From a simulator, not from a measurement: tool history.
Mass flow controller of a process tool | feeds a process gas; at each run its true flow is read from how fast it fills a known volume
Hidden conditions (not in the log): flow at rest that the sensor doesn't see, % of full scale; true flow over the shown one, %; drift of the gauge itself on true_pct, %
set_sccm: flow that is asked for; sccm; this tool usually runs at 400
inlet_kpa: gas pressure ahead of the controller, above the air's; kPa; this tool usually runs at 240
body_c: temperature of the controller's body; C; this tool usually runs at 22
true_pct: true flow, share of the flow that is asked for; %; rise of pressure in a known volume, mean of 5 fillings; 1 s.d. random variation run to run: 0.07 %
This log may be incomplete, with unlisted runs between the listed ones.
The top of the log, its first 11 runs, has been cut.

run    hour  set_sccm  inlet_kpa  body_c  hours of work since the controller was set to zero  hours of work since the controller was changed  true_pct
 12   602.5       400        240      22                                                 774                                             774     97.15
 13   656.2       400        240      22                                                 808                                             808     97.20
 14   688.1       400        240      22                                                 829                                             829     97.15
 15   727.7       400        152      22                                                 854                                             854     97.22
 16   772.5       400        152      22                                                 883                                             883     97.21
 17   826.9       400        240      22                                                 918                                             918     97.04
 18   864.8       400        240      22                                                 942                                             942     97.08
 19   933.2       547        154      22                                                 986                                             986     97.81
 20   979.7       400        218      34                                                1016                                            1016     97.63
 21  1025.2       367        203      32                                                1045                                            1045     97.32
 22  1074.3       400        240      26                                                1076                                            1076     97.28
 23  1122.3       228        240      24                                                1107                                            1107     96.12
 24  1156.0       263        172      24                                                1129                                            1129     96.37
 25  1204.7       658        144      24                                                1160                                            1160     98.22
 26  1243.8       658        144      24                                                1185                                            1185     98.15
 27  1290.3       876        144      24                                                1215                                            1215     98.87
 28  1335.1       876        144      24                                                1243                                            1243     98.95
 29  1404.3       400        240      27                                                1288                                            1288     96.93
 30  1451.0       400        240      27                                                1318                                            1318     96.97
 31  1502.8       400        183      25                                                1351                                            1351     97.07
 32  1549.2       400        183      25                                                1381                                            1381     96.97
 33  1587.7       400        183      25                                                1405                                            1405     97.09

Here are 3 independent what-if runs from the current tool condition. What would each one return?
  A  1663.6       144        233      27                                                1454                                            1454         ?
  B  1663.6       115        209      21                                                1454                                            1454         ?
  C  1663.6       106        152      22                                                1454                                            1454         ?

run  true_pct
  A     95.11
  B     94.56
  C     94.40
With the hidden condition removed and each run's random variation left untouched, the same runs would have given:
run  true_pct
  A     97.16
  B     97.00
  C     97.01
